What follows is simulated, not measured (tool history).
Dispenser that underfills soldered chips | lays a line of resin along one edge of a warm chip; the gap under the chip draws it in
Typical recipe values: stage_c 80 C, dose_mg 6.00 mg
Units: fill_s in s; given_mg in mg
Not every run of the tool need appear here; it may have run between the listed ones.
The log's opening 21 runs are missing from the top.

Run 22, hour 89.7: usual settings but stage_c 86 C, dose_mg 7.31 mg. Result: fill_s 10.4 s, given_mg 7.15 mg.
Run 23, hour 93.4: usual settings but stage_c 95 C, dose_mg 5.76 mg. Result: fill_s 9.3 s, given_mg 5.65 mg.
At hour 94.8: new syringe of resin.
Run 24, hour 96.3: usual settings but stage_c 94 C, dose_mg 6.58 mg. Result: fill_s 5.3 s, given_mg 6.44 mg.
Run 25, hour 100.0: usual settings but stage_c 94 C, dose_mg 7.61 mg. Result: fill_s 6.4 s, given_mg 7.44 mg.
Run 26, hour 105.0: usual settings but stage_c 66 C, dose_mg 5.54 mg. Result: fill_s 27.9 s, given_mg 5.41 mg.
At hour 108.5: new syringe of resin.
Run 27, hour 110.0: usual settings but stage_c 88 C, dose_mg 7.25 mg. Result: fill_s 7.2 s, given_mg 7.10 mg.
Run 28, hour 112.7: usual settings but stage_c 88 C, dose_mg 7.25 mg. Result: fill_s 7.4 s, given_mg 7.06 mg.
Run 29, hour 116.9: usual settings but stage_c 88 C, dose_mg 7.25 mg. Result: fill_s 10.0 s, given_mg 7.06 mg.
At hour 122.1: new syringe of resin.
Run 30, hour 122.1: usual settings but stage_c 71 C, dose_mg 6.60 mg. Result: fill_s 12.3 s, given_mg 6.43 mg.
Run 31, hour 127.2: usual settings but stage_c 69 C, dose_mg 7.38 mg. Result: fill_s 17.8 s, given_mg 7.20 mg.

Below are 3 alternative next runs, each starting from the tool's condition after run 31. Predict each:
Run A, hour 133.1: usual settings but dose_mg 5.76 mg. Result: fill_s ?, given_mg ?.
Run B, hour 133.1: usual settings but dose_mg 5.83 mg. Result: fill_s ?, given_mg ?.
Run C, hour 133.1: usual settings but stage_c 66 C, dose_mg 6.07 mg. Result: fill_s ?, given_mg ?.

run  fill_s  given_mg
  A    16.2      5.59
  B    16.0      5.68
  C    29.3      5.92
What these runs would have given with no unlogged condition in the tool:
run  fill_s  given_mg
  A     9.5      5.76
  B     9.2      5.86
  C    16.8      6.10
